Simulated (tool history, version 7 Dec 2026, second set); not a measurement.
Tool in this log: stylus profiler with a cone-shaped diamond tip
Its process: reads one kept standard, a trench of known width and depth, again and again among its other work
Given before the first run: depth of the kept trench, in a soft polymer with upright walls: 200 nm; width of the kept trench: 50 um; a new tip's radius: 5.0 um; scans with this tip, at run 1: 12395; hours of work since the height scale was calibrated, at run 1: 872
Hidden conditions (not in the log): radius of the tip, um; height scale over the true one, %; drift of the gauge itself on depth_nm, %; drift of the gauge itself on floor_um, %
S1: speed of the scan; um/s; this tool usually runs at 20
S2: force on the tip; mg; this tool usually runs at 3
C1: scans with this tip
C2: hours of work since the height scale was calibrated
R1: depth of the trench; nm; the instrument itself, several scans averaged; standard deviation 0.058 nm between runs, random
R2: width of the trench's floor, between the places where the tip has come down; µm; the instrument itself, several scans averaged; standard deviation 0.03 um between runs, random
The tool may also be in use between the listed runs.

run,day,S1,S2,C1,C2,R1,R2
1,0,20,3,12395,872,203.23,46.32
2,1.575,50,3,12670,891,203.03,46.23
3,3.488,12,3,13003,915,203.03,46.37
4,5.362,11,3,13329,938,202.96,46.35
# day 5.592: height scale calibrated on a step standard
5,6.9,20,3,13593,16,202.93,46.29
6,9.508,47,7.69,14047,48,205.97,46.25
7,11.496,51,1.52,14394,72,201.64,46.05
8,13.454,24,8.62,14735,96,206.51,46.28
9,14.671,20,5.98,14947,111,204.91,46.28
10,17.442,78,5.65,15430,145,204.74,46.01

5 ways to go on from here, each from the tool as it stands after run 10. What would each give?
A,19.079,26,8.22,15715,165,?,?
B,19.079,20,3.95,15715,165,?,?
C,19.079,40,5.6,15715,165,?,?
D,19.079,19,3.69,15715,165,?,?
E,19.079,60,4.05,15715,165,?,?

run,R1,R2
A,206.16,46.19
B,203.55,46.22
C,204.76,46.12
D,203.51,46.14
E,203.76,45.99
The same runs, with their run-to-run variation unchanged, on a tool lacking any hidden condition would have given:
run,R1,R2
A,206.7,47.12
B,204.08,47.15
C,205.29,47.05
D,204.04,47.06
E,204.3,46.92

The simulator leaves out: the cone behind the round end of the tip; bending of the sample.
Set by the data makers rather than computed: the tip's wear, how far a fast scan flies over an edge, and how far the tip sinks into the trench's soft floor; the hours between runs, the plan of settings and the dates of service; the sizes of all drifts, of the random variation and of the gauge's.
